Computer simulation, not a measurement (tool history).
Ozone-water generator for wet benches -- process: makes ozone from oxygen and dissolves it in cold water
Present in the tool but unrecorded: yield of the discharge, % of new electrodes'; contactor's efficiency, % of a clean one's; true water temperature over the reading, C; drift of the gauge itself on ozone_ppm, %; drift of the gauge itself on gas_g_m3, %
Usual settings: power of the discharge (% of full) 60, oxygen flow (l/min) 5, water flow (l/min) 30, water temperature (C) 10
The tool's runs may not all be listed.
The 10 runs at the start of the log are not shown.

run    hour  power of the discharge (% of full)  oxygen flow (l/min)  water flow (l/min)  water temperature (C)  hours of work since the electrodes were changed  hours of work since the contactor was cleaned  hours of work since the thermometer was calibrated  dissolved ozone (ppm)  ozone in the gas ahead of the water (g/m3)
 11   490.5                                  60                 4.56                  30                     10                                             1084                                           3566                                                4417                   13.3                                       158.7
 12   523.2                                  60                    5                  30                      5                                             1110                                           3593                                                4444                   14.1                                       149.4
 13   560.5                                  60                    5                  30                     10                                             1140                                           3623                                                4474                   13.2                                         150
      564.4  -- water thermometer calibrated
 14   618.7                                  60                    5                  30                     10                                             1187                                           3669                                                  44                   13.1                                       146.8
 15   654.6                                  60                    5                  30                     10                                             1216                                           3698                                                  73                   12.9                                         147
 16   693.1                                  60                    5                  30                     10                                             1247                                           3730                                                 104                   13.5                                       148.6
 17   735.1                                  70                    5                  24                     10                                             1281                                           3763                                                 138                   17.8                                       164.5
 18   786.6                                  70                    5                  24                      5                                             1323                                           3805                                                 180                   18.8                                       165.1
 19   828.8                                  70                    5                  38                      5                                             1357                                           3839                                                 214                     12                                       163.7
 20   883.6                                  89                    5                  30                     10                                             1401                                           3883                                                 258                   17.1                                       193.2
 21   913.4                                  60                 6.46                  46                     10                                             1425                                           3908                                                 282                    8.9                                         123
 22   977.4                                  60                    5                  30                      9                                             1477                                           3959                                                 334                   13.2                                       147.1
 23  1026.3                                  60                    5                  20                     14                                             1517                                           3999                                                 373                   17.6                                       146.6
 24  1076.7                                  60                 3.18                  20                     14                                             1557                                           4040                                                 414                   18.4                                       202.9
 25  1138.2                                  41                 2.87                  30                     10                                             1607                                           4089                                                 464                    9.6                                       168.6
 26  1202.7                                  81                 4.81                  34                      8                                             1659                                           4141                                                 516                   14.4                                       186.5

What does the tool deliver on the next run?
 27  1239                                  81                 2.67                  23                     17                                             1688                                           4171                                                 545                      ?                                           ?

dissolved ozone (ppm): 18.7
ozone in the gas ahead of the water (g/m3): 275.9
On a tool with no hidden condition, and with the same random variation, this run would have come out at dissolved ozone (ppm) 20.1, ozone in the gas ahead of the water (g/m3) 289.5.
